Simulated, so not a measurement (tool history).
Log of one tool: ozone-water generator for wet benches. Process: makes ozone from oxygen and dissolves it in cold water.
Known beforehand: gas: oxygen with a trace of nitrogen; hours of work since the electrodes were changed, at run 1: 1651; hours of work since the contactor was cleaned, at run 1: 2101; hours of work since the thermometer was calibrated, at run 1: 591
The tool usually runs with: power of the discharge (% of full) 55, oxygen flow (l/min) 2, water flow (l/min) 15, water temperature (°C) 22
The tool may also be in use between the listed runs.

run,hour,power of the discharge (% of full),oxygen flow (l/min),water flow (l/min),water temperature (°C),hours of work since the electrodes were changed,hours of work since the contactor was cleaned,hours of work since the thermometer was calibrated,dissolved ozone (ppm),ozone in the gas ahead of the water (g/m3)
1,0,55,2,15,22,1651,2101,591,12.1,194.9
2,29.9,55,2,15,22,1673,2123,613,11.8,196.4
3,79.8,55,2,15,22,1710,2160,650,12.1,197.1
4,114.7,55,2,15,22,1736,2186,676,12,195.4
5,175.7,55,2,15,22,1781,2231,721,12,195.5
6,214.1,45,2,15,22,1810,2260,750,10.5,172.3
7,261.4,45,2,15,22,1845,2295,785,10.4,170
8,288.8,45,2,15,22,1865,2315,805,10.7,171.8
9,341.3,45,2,15,22,1904,2354,844,10.7,171.3
10,401.7,55,2,15,22,1949,2399,889,12,195.6
11,444.8,55,2,15,22,1981,2431,921,11.9,193.7
12,500.3,55,2,15,22,2022,2472,962,12,193.3
13,544.9,55,2,15,22,2055,2505,995,11.8,193.3
14,578.6,55,2,15,22,2080,2530,1020,12,193.8
15,631.9,55,2,15,22,2120,2569,1060,11.9,194.4
16,668.8,55,2,15,22,2147,2597,1087,11.8,192.6
17,730,55,2,15,22,2192,2642,1132,12,194.2
18,776.1,40,2,9,25,2226,2676,1167,14.4,157
19,823,40,2,9,25,2261,2711,1201,14.1,157.8
20,848.3,40,2,10,25,2280,2730,1220,13.2,158.6
21,903.7,55,2,15,23,2321,2771,1261,11.7,194.3
22,942.1,59,2,17,23,2350,2799,1290,10.9,201.9
23,975.4,59,2,17,23,2374,2824,1314,10.8,201.2
24,1032.8,55,2,17,22,2417,2866,1357,10.6,191.1
25,1057.6,97,1.1,17,22,2435,2885,1375,11.9,336.9
26,1117.8,42,2.08,17,22,2480,2930,1420,9.1,159.4
27,1158.5,54,2,17,22,2510,2960,1450,10.6,187.8
28,1217.9,54,2,17,22,2554,3004,1494,10.5,189.3
29,1250.2,92,2,15,17,2578,3028,1518,17.6,265.4
30,1277,92,2,15,17,2598,3048,1538,17.6,265.9
31,1302.4,92,2,23,16,2617,3066,1557,11.2,263
32,1339.3,74,2,15,19,2644,3094,1584,15,230.9
# hour 1356.2: gauge calibrated
33,1381.5,51,2,10,19,2675,3125,1615,16.9,187.1

3 ways to go on from here, each from the tool as it stands after run 33. What would each give?
A,1409.6,78,2.59,10,19,2696,3146,1636,?,?
B,1409.6,71,1.32,13,22,2696,3146,1636,?,?
C,1409.6,51,2.33,22,19,2696,3146,1636,?,?

run,dissolved ozone (ppm),ozone in the gas ahead of the water (g/m3)
A,23.3,224.2
B,14,266.3
C,8.5,176.7
With no hidden state in the tool, these same runs would have given:
run,dissolved ozone (ppm),ozone in the gas ahead of the water (g/m3)
A,23.3,224.7
B,14.1,266.8
C,8.5,177
